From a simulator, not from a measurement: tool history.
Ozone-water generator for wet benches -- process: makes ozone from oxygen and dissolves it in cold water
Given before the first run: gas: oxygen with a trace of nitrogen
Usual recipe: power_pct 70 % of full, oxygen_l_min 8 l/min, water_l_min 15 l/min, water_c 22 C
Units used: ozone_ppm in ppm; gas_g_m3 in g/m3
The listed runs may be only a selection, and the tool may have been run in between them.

run,hour,power_pct,oxygen_l_min,water_l_min,water_c,ozone_ppm,gas_g_m3
1,0,70,8,15,22,39.7,255
2,23,70,8,15,22,39.9,257.6
3,44.3,70,8,12,22,45.1,257.5
4,72.3,70,8,12,22,45.3,258.7
5,109.3,70,8,12,22,45.5,256.5
6,138.5,70,8,15,24,38.2,258.5
7,187.8,70,8,15,24,37.9,255.3
8,215.9,70,8,15,22,39.6,258.5
9,250.7,70,8,15,22,39.7,257.9
10,275.4,70,8,15,29,34.2,257.1
11,317.2,48,8,15,29,28,212.6
12,340.4,70,7.67,15,22,39.5,262.8
13,387.8,70,7.67,15,22,39.7,258.3
14,408.6,70,7.67,15,22,40,261.9
15,453.2,96,6.16,15,22,46.6,329.9
16,477.3,54,6.04,15,14,38.8,245.1
17,522,54,6.04,15,14,39.7,248.2
18,550.6,54,6.04,15,14,39.4,245.3
19,575.6,94,11.78,15,18,51.2,267.4
20,604.8,94,11.78,15,18,51,264
21,654.2,48,8,15,22,32.8,212.5
22,684.1,48,8,15,14,38.3,211.6
23,728.6,96,10.08,17,21,44.2,281.3
24,752,96,9.57,20,21,39.8,283.2
25,791.3,46,9.26,13,15,40.3,199.5
26,822.7,70,8,21,22,31.6,255.5
27,852.8,43,4.9,12,22,34.4,235.1
28,896.6,43,4.9,12,22,34.4,235.1

What if the next run were any one of these 3? Each begins from the tool's condition after run 28:
A,943.6,49,11.79,11,22,?,?
B,943.6,70,14.35,15,28,?,?
C,943.6,43,8.41,12,22,?,?

run,ozone_ppm,gas_g_m3
A,38.4,190.4
B,33.8,212.2
C,35.3,198.4
With the hidden condition removed and each run's random variation left untouched, the same runs would have given:
run,ozone_ppm,gas_g_m3
A,38.4,190.5
B,33.8,212.3
C,35.4,198.5

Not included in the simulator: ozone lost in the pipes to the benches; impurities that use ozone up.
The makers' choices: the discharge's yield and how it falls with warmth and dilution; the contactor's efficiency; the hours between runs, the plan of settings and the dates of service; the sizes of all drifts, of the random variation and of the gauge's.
